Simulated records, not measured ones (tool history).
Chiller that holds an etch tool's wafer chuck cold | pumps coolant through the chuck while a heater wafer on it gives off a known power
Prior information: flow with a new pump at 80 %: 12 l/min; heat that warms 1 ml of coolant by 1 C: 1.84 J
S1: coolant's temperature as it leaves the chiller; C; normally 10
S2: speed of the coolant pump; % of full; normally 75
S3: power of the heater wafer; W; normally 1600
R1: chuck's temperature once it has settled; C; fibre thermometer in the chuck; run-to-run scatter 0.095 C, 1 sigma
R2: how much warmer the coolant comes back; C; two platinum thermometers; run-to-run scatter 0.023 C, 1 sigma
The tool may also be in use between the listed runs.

run	hour	S1	S2	S3	R1	R2
1	0	10	75	1600	22.01	4.7
2	44.4	10	75	1600	21.86	4.64
3	75	10	75	1600	22.17	4.71
4	99.5	10	75	1600	22.07	4.68
5	125.2	10	75	1600	21.93	4.67
6	176.9	12	75	1600	24.12	4.72
7	219.7	12	75	1600	23.94	4.71
8	276.4	10	75	1600	22.09	4.76
9	300.7	10	75	1600	22	4.66
10	342.8	10	75	1600	22.04	4.66
11	377.4	10	75	1374	20.54	4.06
12	436.9	19	75	1600	31.09	4.71
13	473.4	5	79	916	11.94	2.59
14	522.9	5	64	1777	19.75	6.15
15	552	5	64	1777	19.79	6.14
16	590.6	6	64	1777	20.76	6.16
17	628.3	12	94	995	18.84	2.34
18	678	12	94	995	18.86	2.33
19	726.1	10	75	2286	27.32	6.71
20	757.2	10	75	2286	27.26	6.77
21	814.5	9	89	1600	20.15	4.04

Below are 4 alternative next runs, each starting from the tool's condition after run 21. Predict each:
A	848.9	8	80	1316	?	?
B	848.9	10	85	1375	?	?
C	848.9	13	75	1600	?	?
D	848.9	10	92	1600	?	?

run	R1	R2
A	18	3.69
B	19.91	3.6
C	25.25	4.78
D	20.83	3.89
With no hidden state in the tool, these same runs would have given:
run	R1	R2
A	16.77	3.6
B	18.66	3.52
C	23.84	4.67
D	19.52	3.8
